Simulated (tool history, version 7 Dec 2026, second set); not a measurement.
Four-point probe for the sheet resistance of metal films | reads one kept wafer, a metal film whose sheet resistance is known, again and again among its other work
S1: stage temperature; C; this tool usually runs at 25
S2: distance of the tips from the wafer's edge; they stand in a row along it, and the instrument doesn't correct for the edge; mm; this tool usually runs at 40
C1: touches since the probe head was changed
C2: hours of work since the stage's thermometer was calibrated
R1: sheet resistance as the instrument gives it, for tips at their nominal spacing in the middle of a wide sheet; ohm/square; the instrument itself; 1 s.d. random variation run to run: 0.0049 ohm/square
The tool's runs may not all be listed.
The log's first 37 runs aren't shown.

run      day  S1  S2     C1   C2         R1
 38  101.296  33   7  37126  553  24.681963
 39  103.554  33  37  37911  576  24.617279
 40  105.779  18   4  38685  599  24.638865
 41  107.983  18   4  39450  622  24.642931
 42  109.775  31  38  40073  640  24.598054
 43  112.754  23   6  41107  671  24.587001
 44  115.542  20   6  42077  700  24.542715
 45  118.983  22  40  43272  735  24.481958

Here are 3 independent what-if runs from the current tool condition. What would each one return?
  A  122.183  26   4  44385  768   ?
  B  122.183  25   4  44385  768   ?
  C  122.183  29   7  44385  768   ?

run         R1
  A  24.740945
  B  24.728458
  C  24.639944
Had the tool no hidden state, the same runs would have come out as:
run         R1
  A  24.739966
  B  24.727481
  C  24.638965

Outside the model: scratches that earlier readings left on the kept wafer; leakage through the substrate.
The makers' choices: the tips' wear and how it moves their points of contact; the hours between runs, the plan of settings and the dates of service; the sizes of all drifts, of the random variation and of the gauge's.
